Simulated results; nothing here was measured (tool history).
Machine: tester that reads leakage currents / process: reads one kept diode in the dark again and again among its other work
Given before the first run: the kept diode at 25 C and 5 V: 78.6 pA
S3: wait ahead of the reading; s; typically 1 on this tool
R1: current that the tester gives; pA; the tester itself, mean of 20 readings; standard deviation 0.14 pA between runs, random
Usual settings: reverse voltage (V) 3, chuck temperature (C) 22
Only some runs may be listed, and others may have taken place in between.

run 1 hour=0 | reverse_voltage_(V)=3 chuck_temperature_(C)=22 S3=1 | R1=48.47
run 2 hour=195.5 | reverse_voltage_(V)=3 chuck_temperature_(C)=22 S3=1 | R1=49.71
run 3 hour=340 | reverse_voltage_(V)=3 chuck_temperature_(C)=22 S3=1 | R1=50.52
run 4 hour=475.9 | reverse_voltage_(V)=3 chuck_temperature_(C)=35 S3=1 | R1=160.44
run 5 hour=602 | reverse_voltage_(V)=3 chuck_temperature_(C)=35 S3=1 | R1=163.55
run 6 hour=710.3 | reverse_voltage_(V)=3 chuck_temperature_(C)=35 S3=1 | R1=164.22
run 7 hour=828.6 | reverse_voltage_(V)=3 chuck_temperature_(C)=35 S3=1 | R1=166.52
run 8 hour=943.9 | reverse_voltage_(V)=3 chuck_temperature_(C)=22 S3=1 | R1=54.05
run 9 hour=1141.9 | reverse_voltage_(V)=3 chuck_temperature_(C)=22 S3=1 | R1=55.72
-- hour=1173.3 chuck's temperature calibrated
run 10 hour=1265 | reverse_voltage_(V)=3 chuck_temperature_(C)=22 S3=1 | R1=48.62
run 11 hour=1369.6 | reverse_voltage_(V)=3 chuck_temperature_(C)=22 S3=1 | R1=49.11
-- hour=1475.5 probe card cleaned and baked
run 12 hour=1610 | reverse_voltage_(V)=3 chuck_temperature_(C)=22 S3=1 | R1=48.38
run 13 hour=1724.8 | reverse_voltage_(V)=3 chuck_temperature_(C)=22 S3=1 | R1=49.47
run 14 hour=1956.6 | reverse_voltage_(V)=3 chuck_temperature_(C)=22 S3=1 | R1=50.46
run 15 hour=2194.8 | reverse_voltage_(V)=3 chuck_temperature_(C)=22 S3=1 | R1=52.25
run 16 hour=2345.8 | reverse_voltage_(V)=3 chuck_temperature_(C)=22 S3=1 | R1=52.91
run 17 hour=2570.2 | reverse_voltage_(V)=3 chuck_temperature_(C)=22 S3=1 | R1=54.48
-- hour=2679.2 chuck's temperature calibrated
run 18 hour=2702.5 | reverse_voltage_(V)=3 chuck_temperature_(C)=22 S3=1 | R1=46.28
run 19 hour=2875.2 | reverse_voltage_(V)=6.24 chuck_temperature_(C)=22 S3=1 | R1=72.45
run 20 hour=3119.6 | reverse_voltage_(V)=4.74 chuck_temperature_(C)=22 S3=1 | R1=63.82
run 21 hour=3363.2 | reverse_voltage_(V)=11.57 chuck_temperature_(C)=45 S3=0.9 | R1=797.7
run 22 hour=3487.8 | reverse_voltage_(V)=11.57 chuck_temperature_(C)=45 S3=0.9 | R1=811.07
run 23 hour=3596.3 | reverse_voltage_(V)=3.68 chuck_temperature_(C)=26 S3=2.51 | R1=82.3
run 24 hour=3795.6 | reverse_voltage_(V)=3.68 chuck_temperature_(C)=47 S3=2.51 | R1=503.58
run 25 hour=4035.3 | reverse_voltage_(V)=5.38 chuck_temperature_(C)=22 S3=4.57 | R1=74.83
-- hour=4162.2 chuck's temperature calibrated
run 26 hour=4286.1 | reverse_voltage_(V)=3.66 chuck_temperature_(C)=26 S3=4.57 | R1=75.48
run 27 hour=4542.2 | reverse_voltage_(V)=3.66 chuck_temperature_(C)=26 S3=4.57 | R1=78.45
run 28 hour=4773 | reverse_voltage_(V)=1.07 chuck_temperature_(C)=28 S3=1 | R1=47.6
run 29 hour=4969.6 | reverse_voltage_(V)=1.07 chuck_temperature_(C)=28 S3=1 | R1=48.79
run 30 hour=5113 | reverse_voltage_(V)=3 chuck_temperature_(C)=28 S3=1 | R1=90.41
run 31 hour=5307.2 | reverse_voltage_(V)=6.33 chuck_temperature_(C)=28 S3=0.38 | R1=147.71
run 32 hour=5431.9 | reverse_voltage_(V)=6.41 chuck_temperature_(C)=24 S3=7.47 | R1=100.95
-- hour=5651 chuck's temperature calibrated
run 33 hour=5651 | reverse_voltage_(V)=7.98 chuck_temperature_(C)=35 S3=2.39 | R1=257.73
-- hour=5673.6 tester calibrated
run 34 hour=5899.1 | reverse_voltage_(V)=3 chuck_temperature_(C)=56 S3=1 | R1=808.45
run 35 hour=6149.5 | reverse_voltage_(V)=19.47 chuck_temperature_(C)=56 S3=1.06 | R1=2429.63
run 36 hour=6393.8 | reverse_voltage_(V)=16.22 chuck_temperature_(C)=22 S3=1 | R1=139.55
-- hour=6506.1 probe card cleaned and baked
run 37 hour=6650.5 | reverse_voltage_(V)=7.62 chuck_temperature_(C)=47 S3=0.54 | R1=737.74
run 38 hour=6859.6 | reverse_voltage_(V)=7.62 chuck_temperature_(C)=28 S3=0.54 | R1=152.6

Forecast each of these 4 alternatives for the next run:
run A hour=7003.4 | reverse_voltage_(V)=11.59 chuck_temperature_(C)=57 S3=1.26 | R1=?
run B hour=7003.4 | reverse_voltage_(V)=5.29 chuck_temperature_(C)=22 S3=0.63 | R1=?
run C hour=7003.4 | reverse_voltage_(V)=2.22 chuck_temperature_(C)=38 S3=0.54 | R1=?
run D hour=7003.4 | reverse_voltage_(V)=2.98 chuck_temperature_(C)=58 S3=0.36 | R1=?

run=A R1=2105.67
run=B R1=73.16
run=C R1=177.74
run=D R1=1046.48
Without the tool's unlogged condition, the same runs would have read:
run=A R1=1909.78
run=B R1=64.86
run=C R1=159.32
run=D R1=949.99

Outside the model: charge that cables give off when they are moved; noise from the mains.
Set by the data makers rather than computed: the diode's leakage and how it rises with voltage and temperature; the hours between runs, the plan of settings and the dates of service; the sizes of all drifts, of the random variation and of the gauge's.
